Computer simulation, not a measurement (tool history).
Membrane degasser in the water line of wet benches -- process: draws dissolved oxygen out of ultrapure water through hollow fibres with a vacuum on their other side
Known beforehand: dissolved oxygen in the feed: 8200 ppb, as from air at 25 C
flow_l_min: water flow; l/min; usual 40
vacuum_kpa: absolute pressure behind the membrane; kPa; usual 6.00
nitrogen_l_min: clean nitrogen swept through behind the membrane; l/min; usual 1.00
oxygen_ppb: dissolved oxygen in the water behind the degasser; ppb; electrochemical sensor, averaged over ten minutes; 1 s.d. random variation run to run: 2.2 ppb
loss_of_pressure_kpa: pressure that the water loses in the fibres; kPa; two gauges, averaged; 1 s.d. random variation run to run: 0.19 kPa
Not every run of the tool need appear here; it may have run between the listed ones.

{"run": 1, "hour": 0.0, "flow_l_min": 40, "vacuum_kpa": 6.0, "nitrogen_l_min": 1.0, "oxygen_ppb": 236.3, "loss_of_pressure_kpa": 41.42}
{"run": 2, "hour": 26.4, "flow_l_min": 40, "vacuum_kpa": 6.0, "nitrogen_l_min": 1.0, "oxygen_ppb": 240.1, "loss_of_pressure_kpa": 41.3}
{"run": 3, "hour": 67.4, "flow_l_min": 40, "vacuum_kpa": 4.93, "nitrogen_l_min": 1.0, "oxygen_ppb": 159.4, "loss_of_pressure_kpa": 41.22}
{"run": 4, "hour": 113.3, "flow_l_min": 40, "vacuum_kpa": 4.93, "nitrogen_l_min": 1.0, "oxygen_ppb": 155.4, "loss_of_pressure_kpa": 41.3}
{"run": 5, "hour": 151.7, "flow_l_min": 40, "vacuum_kpa": 4.93, "nitrogen_l_min": 1.0, "oxygen_ppb": 157.8, "loss_of_pressure_kpa": 41.26}
{"run": 6, "hour": 183.9, "flow_l_min": 40, "vacuum_kpa": 4.93, "nitrogen_l_min": 1.0, "oxygen_ppb": 155.6, "loss_of_pressure_kpa": 41.53}
{"run": 7, "hour": 225.5, "flow_l_min": 40, "vacuum_kpa": 4.93, "nitrogen_l_min": 1.0, "oxygen_ppb": 155.7, "loss_of_pressure_kpa": 41.49}
{"run": 8, "hour": 249.6, "flow_l_min": 40, "vacuum_kpa": 4.93, "nitrogen_l_min": 1.0, "oxygen_ppb": 158.0, "loss_of_pressure_kpa": 41.89}
{"run": 9, "hour": 278.2, "flow_l_min": 40, "vacuum_kpa": 4.93, "nitrogen_l_min": 1.0, "oxygen_ppb": 156.9, "loss_of_pressure_kpa": 41.33}
{"run": 10, "hour": 302.2, "flow_l_min": 40, "vacuum_kpa": 4.93, "nitrogen_l_min": 1.0, "oxygen_ppb": 161.3, "loss_of_pressure_kpa": 41.15}
{"run": 11, "hour": 333.5, "flow_l_min": 40, "vacuum_kpa": 4.93, "nitrogen_l_min": 1.0, "oxygen_ppb": 158.3, "loss_of_pressure_kpa": 41.19}
{"run": 12, "hour": 378.7, "flow_l_min": 43, "vacuum_kpa": 13.32, "nitrogen_l_min": 1.26, "oxygen_ppb": 684.4, "loss_of_pressure_kpa": 44.34}
{"run": 13, "hour": 397.7, "flow_l_min": 63, "vacuum_kpa": 13.32, "nitrogen_l_min": 2.58, "oxygen_ppb": 537.4, "loss_of_pressure_kpa": 64.75}
{"run": 14, "hour": 437.7, "flow_l_min": 63, "vacuum_kpa": 6.92, "nitrogen_l_min": 2.58, "oxygen_ppb": 223.5, "loss_of_pressure_kpa": 65.11}
{"run": 15, "hour": 481.8, "flow_l_min": 38, "vacuum_kpa": 3.9, "nitrogen_l_min": 0.41, "oxygen_ppb": 136.1, "loss_of_pressure_kpa": 39.58}
{"run": 16, "hour": 515.0, "flow_l_min": 38, "vacuum_kpa": 3.9, "nitrogen_l_min": 0.41, "oxygen_ppb": 136.0, "loss_of_pressure_kpa": 39.56}
{"run": 17, "hour": 542.3, "flow_l_min": 27, "vacuum_kpa": 3.9, "nitrogen_l_min": 1.73, "oxygen_ppb": 35.0, "loss_of_pressure_kpa": 27.86}

Below are 5 alternative next runs, each starting from the tool's condition after run 17. Predict each:
{"run": "A", "hour": 577.4, "flow_l_min": 40, "vacuum_kpa": 3.8, "nitrogen_l_min": 2.07, "oxygen_ppb": "?", "loss_of_pressure_kpa": "?"}
{"run": "B", "hour": 577.4, "flow_l_min": 25, "vacuum_kpa": 6.0, "nitrogen_l_min": 1.39, "oxygen_ppb": "?", "loss_of_pressure_kpa": "?"}
{"run": "C", "hour": 577.4, "flow_l_min": 27, "vacuum_kpa": 3.9, "nitrogen_l_min": 1.32, "oxygen_ppb": "?", "loss_of_pressure_kpa": "?"}
{"run": "D", "hour": 577.4, "flow_l_min": 27, "vacuum_kpa": 8.58, "nitrogen_l_min": 1.73, "oxygen_ppb": "?", "loss_of_pressure_kpa": "?"}
{"run": "E", "hour": 577.4, "flow_l_min": 25, "vacuum_kpa": 4.2, "nitrogen_l_min": 0.76, "oxygen_ppb": "?", "loss_of_pressure_kpa": "?"}

run=A oxygen_ppb=40.1 loss_of_pressure_kpa=41.43
run=B oxygen_ppb=122.8 loss_of_pressure_kpa=26.07
run=C oxygen_ppb=42.9 loss_of_pressure_kpa=28.05
run=D oxygen_ppb=197.9 loss_of_pressure_kpa=27.95
run=E oxygen_ppb=84.7 loss_of_pressure_kpa=26.04
With no hidden state in the tool, these same runs would have given:
run=A oxygen_ppb=29.4 loss_of_pressure_kpa=40.92
run=B oxygen_ppb=111.4 loss_of_pressure_kpa=25.75
run=C oxygen_ppb=31.7 loss_of_pressure_kpa=27.71
run=D oxygen_ppb=186.3 loss_of_pressure_kpa=27.61
run=E oxygen_ppb=68.2 loss_of_pressure_kpa=25.73
